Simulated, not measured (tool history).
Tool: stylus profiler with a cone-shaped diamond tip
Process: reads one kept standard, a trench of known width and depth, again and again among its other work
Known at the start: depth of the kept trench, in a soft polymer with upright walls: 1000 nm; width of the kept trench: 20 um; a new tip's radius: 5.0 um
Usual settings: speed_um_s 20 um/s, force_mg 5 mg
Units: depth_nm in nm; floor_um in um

run 1 hour=0 | speed_um_s=20 force_mg=5 | depth_nm=1015.53 floor_um=12.63
run 2 hour=63.6 | speed_um_s=20 force_mg=5 | depth_nm=1015.06 floor_um=12.52
run 3 hour=109 | speed_um_s=20 force_mg=5 | depth_nm=1015.37 floor_um=12.5
run 4 hour=175.6 | speed_um_s=5 force_mg=5 | depth_nm=1015.33 floor_um=12.44
run 5 hour=246.3 | speed_um_s=20 force_mg=11.61 | depth_nm=1026.56 floor_um=12.33
run 6 hour=304.3 | speed_um_s=20 force_mg=11.61 | depth_nm=1027.03 floor_um=12.3
run 7 hour=365.7 | speed_um_s=20 force_mg=11.61 | depth_nm=1026.82 floor_um=12.27
run 8 hour=416.9 | speed_um_s=20 force_mg=11.61 | depth_nm=1026.59 floor_um=12.2
run 9 hour=487.6 | speed_um_s=20 force_mg=2.99 | depth_nm=1011.86 floor_um=12.07
run 10 hour=520.5 | speed_um_s=20 force_mg=2.22 | depth_nm=1009.72 floor_um=12.03
run 11 hour=579.9 | speed_um_s=38 force_mg=5 | depth_nm=1015.91 floor_um=11.94
run 12 hour=615.9 | speed_um_s=67 force_mg=5 | depth_nm=1016.04 floor_um=11.89
run 13 hour=687.4 | speed_um_s=20 force_mg=5 | depth_nm=1016.1 floor_um=11.88
run 14 hour=749.2 | speed_um_s=20 force_mg=3.6 | depth_nm=1013.57 floor_um=11.81
run 15 hour=785.5 | speed_um_s=20 force_mg=5 | depth_nm=1016.19 floor_um=11.79
run 16 hour=850.1 | speed_um_s=20 force_mg=5 | depth_nm=1016.17 floor_um=11.71
-- hour=867.6 new tip fitted, height scale calibrated
run 17 hour=892.9 | speed_um_s=20 force_mg=5 | depth_nm=1014.1 floor_um=13.89
run 18 hour=952.7 | speed_um_s=20 force_mg=5 | depth_nm=1014.53 floor_um=13.84
run 19 hour=1010.3 | speed_um_s=20 force_mg=5 | depth_nm=1014.25 floor_um=13.76
run 20 hour=1061.4 | speed_um_s=20 force_mg=5 | depth_nm=1014.86 floor_um=13.68
run 21 hour=1091.8 | speed_um_s=20 force_mg=7.84 | depth_nm=1019.68 floor_um=13.67
run 22 hour=1159 | speed_um_s=6 force_mg=11.3 | depth_nm=1025.04 floor_um=13.55
run 23 hour=1219.9 | speed_um_s=6 force_mg=11.3 | depth_nm=1025.02 floor_um=13.49
run 24 hour=1282.7 | speed_um_s=11 force_mg=3.5 | depth_nm=1011.89 floor_um=13.34
run 25 hour=1341.5 | speed_um_s=53 force_mg=2.97 | depth_nm=1010.33 floor_um=13.18
run 26 hour=1384.5 | speed_um_s=10 force_mg=5.51 | depth_nm=1015.9 floor_um=13.25
run 27 hour=1427.7 | speed_um_s=30 force_mg=5.51 | depth_nm=1015.81 floor_um=13.21
run 28 hour=1470.2 | speed_um_s=30 force_mg=5.51 | depth_nm=1015.92 floor_um=13.07
run 29 hour=1526.4 | speed_um_s=16 force_mg=3.32 | depth_nm=1011.66 floor_um=13.07
run 30 hour=1557.8 | speed_um_s=16 force_mg=3.32 | depth_nm=1011.72 floor_um=13.04
run 31 hour=1588 | speed_um_s=6 force_mg=3.16 | depth_nm=1011.25 floor_um=13.02
run 32 hour=1619.5 | speed_um_s=20 force_mg=14.09 | depth_nm=1029.58 floor_um=13.03
run 33 hour=1652.3 | speed_um_s=45 force_mg=4.06 | depth_nm=1013.46 floor_um=12.89
run 34 hour=1717.2 | speed_um_s=45 force_mg=4.06 | depth_nm=1013.54 floor_um=12.82
run 35 hour=1746.7 | speed_um_s=52 force_mg=7.14 | depth_nm=1018.98 floor_um=12.75
run 36 hour=1787.6 | speed_um_s=52 force_mg=7.14 | depth_nm=1019.18 floor_um=12.65
run 37 hour=1821.3 | speed_um_s=12 force_mg=5.3 | depth_nm=1016.13 floor_um=12.68
run 38 hour=1890 | speed_um_s=12 force_mg=5.3 | depth_nm=1016.13 floor_um=12.65
run 39 hour=1956.7 | speed_um_s=14 force_mg=5.77 | depth_nm=1017.18 floor_um=12.61
run 40 hour=2000.5 | speed_um_s=14 force_mg=5.77 | depth_nm=1017.14 floor_um=12.54
run 41 hour=2029.9 | speed_um_s=14 force_mg=5.77 | depth_nm=1016.99 floor_um=12.48
run 42 hour=2074.1 | speed_um_s=60 force_mg=5.11 | depth_nm=1015.6 floor_um=12.37

Measured less the same run without the tool's hidden state. The same run-to-run variation is in both; the gauge's scatter may not be:
The hidden state here: radius of the tip, um; height scale over the true one, %; drift of the gauge itself on depth_nm, %; drift of the gauge itself on floor_um, %.
run=1 depth_nm=+0.9 floor_um=-1.35
run=2 depth_nm=+0.96 floor_um=-1.42
run=3 depth_nm=+1 floor_um=-1.47
run=4 depth_nm=+1.08 floor_um=-1.55
run=5 depth_nm=+1.16 floor_um=-1.63
run=6 depth_nm=+1.23 floor_um=-1.69
run=7 depth_nm=+1.29 floor_um=-1.75
run=8 depth_nm=+1.34 floor_um=-1.81
run=9 depth_nm=+1.4 floor_um=-1.89
run=10 depth_nm=+1.43 floor_um=-1.92
run=11 depth_nm=+1.49 floor_um=-1.98
run=12 depth_nm=+1.53 floor_um=-2.02
run=13 depth_nm=+1.6 floor_um=-2.09
run=14 depth_nm=+1.66 floor_um=-2.16
run=15 depth_nm=+1.7 floor_um=-2.19
run=16 depth_nm=+1.77 floor_um=-2.27
run=17 depth_nm=-0.04 floor_um=-0.05
run=18 depth_nm=+0.01 floor_um=-0.13
run=19 depth_nm=+0.07 floor_um=-0.22
run=20 depth_nm=+0.13 floor_um=-0.29
run=21 depth_nm=+0.15 floor_um=-0.33
run=22 depth_nm=+0.23 floor_um=-0.42
run=23 depth_nm=+0.28 floor_um=-0.51
run=24 depth_nm=+0.34 floor_um=-0.59
run=25 depth_nm=+0.4 floor_um=-0.66
run=26 depth_nm=+0.44 floor_um=-0.7
run=27 depth_nm=+0.47 floor_um=-0.75
run=28 depth_nm=+0.52 floor_um=-0.81
run=29 depth_nm=+0.58 floor_um=-0.88
run=30 depth_nm=+0.61 floor_um=-0.92
run=31 depth_nm=+0.64 floor_um=-0.95
run=32 depth_nm=+0.68 floor_um=-0.99
run=33 depth_nm=+0.7 floor_um=-1.03
run=34 depth_nm=+0.77 floor_um=-1.11
run=35 depth_nm=+0.8 floor_um=-1.13
run=36 depth_nm=+0.85 floor_um=-1.18
run=37 depth_nm=+0.87 floor_um=-1.23
run=38 depth_nm=+0.94 floor_um=-1.31
run=39 depth_nm=+1.01 floor_um=-1.37
run=40 depth_nm=+1.05 floor_um=-1.43
run=41 depth_nm=+1.08 floor_um=-1.46
run=42 depth_nm=+1.12 floor_um=-1.51

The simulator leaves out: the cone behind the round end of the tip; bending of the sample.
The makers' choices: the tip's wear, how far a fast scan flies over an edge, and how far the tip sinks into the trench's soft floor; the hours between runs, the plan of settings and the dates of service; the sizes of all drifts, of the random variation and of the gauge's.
